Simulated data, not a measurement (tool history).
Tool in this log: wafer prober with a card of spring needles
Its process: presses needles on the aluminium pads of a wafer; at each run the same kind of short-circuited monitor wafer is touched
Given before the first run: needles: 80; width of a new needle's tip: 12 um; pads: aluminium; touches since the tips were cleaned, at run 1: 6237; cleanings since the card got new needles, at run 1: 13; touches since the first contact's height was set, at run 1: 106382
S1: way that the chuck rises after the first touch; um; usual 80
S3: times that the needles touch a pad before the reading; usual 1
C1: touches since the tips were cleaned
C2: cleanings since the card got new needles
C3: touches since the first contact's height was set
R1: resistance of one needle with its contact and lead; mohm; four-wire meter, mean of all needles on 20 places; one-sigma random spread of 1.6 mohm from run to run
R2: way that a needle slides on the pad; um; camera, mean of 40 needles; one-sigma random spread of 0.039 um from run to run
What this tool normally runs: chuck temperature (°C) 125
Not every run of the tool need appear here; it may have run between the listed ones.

run 1 hour=0.0 | S1=80 chuck_temperature_(°C)=125 S3=1 | C1=6237 C2=13 C3=106382 | R1=152 R2=15.11
-- hour=4.6 tips cleaned on abrasive film
-- hour=25.9 tips cleaned on abrasive film
-- hour=48.3 tips cleaned on abrasive film
run 2 hour=57.8 | S1=80 chuck_temperature_(°C)=125 S3=2 | C1=3437 C2=16 C3=127252 | R1=151 R2=15.11
-- hour=67.0 tips cleaned on abrasive film
-- hour=89.8 tips cleaned on abrasive film
-- hour=111.1 tips cleaned on abrasive film
run 3 hour=119.6 | S1=80 chuck_temperature_(°C)=71 S3=1 | C1=3083 C2=19 C3=149561 | R1=142 R2=15.07
-- hour=132.4 tips cleaned on abrasive film
-- hour=154.3 tips cleaned on abrasive film
-- hour=172.6 tips cleaned on abrasive film
-- hour=194.5 tips cleaned on abrasive film
run 4 hour=199.1 | S1=80 chuck_temperature_(°C)=71 S3=1 | C1=1672 C2=23 C3=178251 | R1=143 R2=15.13
-- hour=216.7 tips cleaned on abrasive film
-- hour=237.2 tips cleaned on abrasive film
run 5 hour=237.2 | S1=80 chuck_temperature_(°C)=71 S3=1 | C1=0 C2=25 C3=191999 | R1=138 R2=15.05
-- hour=260.0 tips cleaned on abrasive film
-- hour=282.8 tips cleaned on abrasive film
run 6 hour=295.3 | S1=80 chuck_temperature_(°C)=125 S3=1 | C1=4541 C2=27 C3=213008 | R1=147 R2=15.07
-- hour=304.5 tips cleaned on abrasive film
-- hour=326.2 tips cleaned on abrasive film
-- hour=348.9 tips cleaned on abrasive film
-- hour=362.8 height of the first contact set anew
-- hour=371.1 tips cleaned on abrasive film
run 7 hour=371.7 | S1=80 chuck_temperature_(°C)=125 S3=1 | C1=195 C2=31 C3=3177 | R1=149 R2=15.09
-- hour=389.9 tips cleaned on abrasive film
-- hour=408.2 tips cleaned on abrasive film
-- hour=430.1 tips cleaned on abrasive film
run 8 hour=433.5 | S1=85 chuck_temperature_(°C)=125 S3=1 | C1=1246 C2=34 C3=25503 | R1=147 R2=15.99
-- hour=451.7 tips cleaned on abrasive film
-- hour=473.7 tips cleaned on abrasive film
-- hour=496.0 tips cleaned on abrasive film
run 9 hour=502.2 | S1=85 chuck_temperature_(°C)=125 S3=1 | C1=2236 C2=37 C3=50312 | R1=151 R2=15.90
-- hour=514.7 tips cleaned on abrasive film
-- hour=537.5 tips cleaned on abrasive film
-- hour=559.4 tips cleaned on abrasive film
run 10 hour=568.0 | S1=85 chuck_temperature_(°C)=125 S3=1 | C1=3122 C2=40 C3=74098 | R1=149 R2=15.97
-- hour=581.0 tips cleaned on abrasive film
-- hour=599.3 tips cleaned on abrasive film
-- hour=622.1 tips cleaned on abrasive film
-- hour=641.8 tips cleaned on abrasive film
run 11 hour=641.8 | S1=80 chuck_temperature_(°C)=125 S3=2 | C1=0 C2=44 C3=100721 | R1=150 R2=15.02
-- hour=663.3 tips cleaned on abrasive film
-- hour=686.1 tips cleaned on abrasive film
-- hour=704.4 tips cleaned on abrasive film
-- hour=727.2 tips cleaned on abrasive film
run 12 hour=728.5 | S1=80 chuck_temperature_(°C)=125 S3=1 | C1=470 C2=48 C3=132025 | R1=149 R2=14.98
-- hour=749.4 tips cleaned on abrasive film
-- hour=771.2 tips cleaned on abrasive film
-- hour=789.8 tips cleaned on abrasive film
run 13 hour=789.8 | S1=80 chuck_temperature_(°C)=125 S3=1 | C1=0 C2=51 C3=154159 | R1=150 R2=14.87
-- hour=812.2 tips cleaned on abrasive film
-- hour=833.2 tips cleaned on abrasive film
-- hour=855.1 tips cleaned on abrasive film
run 14 hour=872.5 | S1=80 chuck_temperature_(°C)=56 S3=1 | C1=6321 C2=54 C3=184066 | R1=141 R2=14.90
-- hour=877.2 tips cleaned on abrasive film
-- hour=899.0 tips cleaned on abrasive film
-- hour=921.8 tips cleaned on abrasive film
-- hour=943.8 tips cleaned on abrasive film
run 15 hour=945.5 | S1=66 chuck_temperature_(°C)=62 S3=1 | C1=614 C2=58 C3=210409 | R1=141 R2=12.32
-- hour=963.3 tips cleaned on abrasive film
-- hour=984.7 tips cleaned on abrasive film
run 16 hour=984.7 | S1=79 chuck_temperature_(°C)=114 S3=2 | C1=0 C2=60 C3=224543 | R1=150 R2=14.67
-- hour=1007.2 tips cleaned on abrasive film
-- hour=1021.0 height of the first contact set anew
-- hour=1029.4 tips cleaned on abrasive film
run 17 hour=1047.3 | S1=80 chuck_temperature_(°C)=125 S3=1 | C1=6489 C2=62 C3=9491 | R1=148 R2=14.85
-- hour=1051.9 tips cleaned on abrasive film
-- hour=1074.7 tips cleaned on abrasive film
-- hour=1097.5 tips cleaned on abrasive film
-- hour=1102.1 gauge calibrated
-- hour=1119.6 tips cleaned on abrasive film
run 18 hour=1134.8 | S1=60 chuck_temperature_(°C)=118 S3=1 | C1=5519 C2=66 C3=41102 | R1=152 R2=11.37
-- hour=1139.5 tips cleaned on abrasive film
-- hour=1161.3 tips cleaned on abrasive film
-- hour=1184.0 tips cleaned on abrasive film
-- hour=1206.2 tips cleaned on abrasive film
run 19 hour=1213.9 | S1=62 chuck_temperature_(°C)=125 S3=3 | C1=2790 C2=70 C3=69643 | R1=150 R2=11.75
-- hour=1227.6 tips cleaned on abrasive film
-- hour=1249.6 tips cleaned on abrasive film
-- hour=1272.1 tips cleaned on abrasive film
-- hour=1294.8 tips cleaned on abrasive film
run 20 hour=1298.9 | S1=92 chuck_temperature_(°C)=32 S3=3 | C1=1508 C2=74 C3=100346 | R1=133 R2=17.36
-- hour=1317.2 tips cleaned on abrasive film
-- hour=1339.2 tips cleaned on abrasive film
run 21 hour=1339.9 | S1=78 chuck_temperature_(°C)=65 S3=2 | C1=258 C2=76 C3=115138 | R1=140 R2=14.75
-- hour=1357.9 tips cleaned on abrasive film
-- hour=1378.6 tips cleaned on abrasive film
run 22 hour=1393.4 | S1=73 chuck_temperature_(°C)=91 S3=1 | C1=5372 C2=78 C3=134488 | R1=144 R2=13.75
-- hour=1398.1 tips cleaned on abrasive film
-- hour=1420.5 tips cleaned on abrasive film
run 23 hour=1431.0 | S1=69 chuck_temperature_(°C)=79 S3=2 | C1=3810 C2=80 C3=148057 | R1=141 R2=12.94
-- hour=1438.9 tips cleaned on abrasive film
-- hour=1461.1 tips cleaned on abrasive film
-- hour=1479.4 tips cleaned on abrasive film
-- hour=1497.6 tips cleaned on abrasive film
run 24 hour=1510.6 | S1=80 chuck_temperature_(°C)=125 S3=2 | C1=4692 C2=84 C3=176778 | R1=152 R2=15.01
-- hour=1519.3 tips cleaned on abrasive film
-- hour=1537.6 tips cleaned on abrasive film
-- hour=1558.0 tips cleaned on abrasive film
run 25 hour=1558.0 | S1=80 chuck_temperature_(°C)=125 S3=2 | C1=0 C2=87 C3=193860 | R1=151 R2=15.00
-- hour=1580.8 tips cleaned on abrasive film
-- hour=1599.0 tips cleaned on abrasive film
run 26 hour=1601.7 | S1=80 chuck_temperature_(°C)=125 S3=2 | C1=986 C2=89 C3=209668 | R1=152 R2=14.98

Alternative continuations, all from the tool just after run 26; predict every row:
-- hour=1619.3 tips cleaned on abrasive film
-- hour=1637.5 tips cleaned on abrasive film
run A hour=1641.8 | S1=80 chuck_temperature_(°C)=67 S3=1 | C1=1548 C2=91 C3=224125 | R1=? R2=?
-- hour=1619.3 tips cleaned on abrasive film
-- hour=1637.5 tips cleaned on abrasive film
run B hour=1641.8 | S1=100 chuck_temperature_(°C)=125 S3=1 | C1=1548 C2=91 C3=224125 | R1=? R2=?
-- hour=1619.3 tips cleaned on abrasive film
-- hour=1637.5 tips cleaned on abrasive film
run C hour=1641.8 | S1=80 chuck_temperature_(°C)=125 S3=2 | C1=1548 C2=91 C3=224125 | R1=? R2=?
-- hour=1619.3 tips cleaned on abrasive film
-- hour=1637.5 tips cleaned on abrasive film
run D hour=1641.8 | S1=90 chuck_temperature_(°C)=125 S3=1 | C1=1548 C2=91 C3=224125 | R1=? R2=?

run=A R1=142 R2=14.97
run=B R1=149 R2=18.85
run=C R1=150 R2=14.97
run=D R1=146 R2=16.84
With no hidden state in the tool, these same runs would have given:
run=A R1=141 R2=15.12
run=B R1=149 R2=19.05
run=C R1=150 R2=15.12
run=D R1=146 R2=17.01
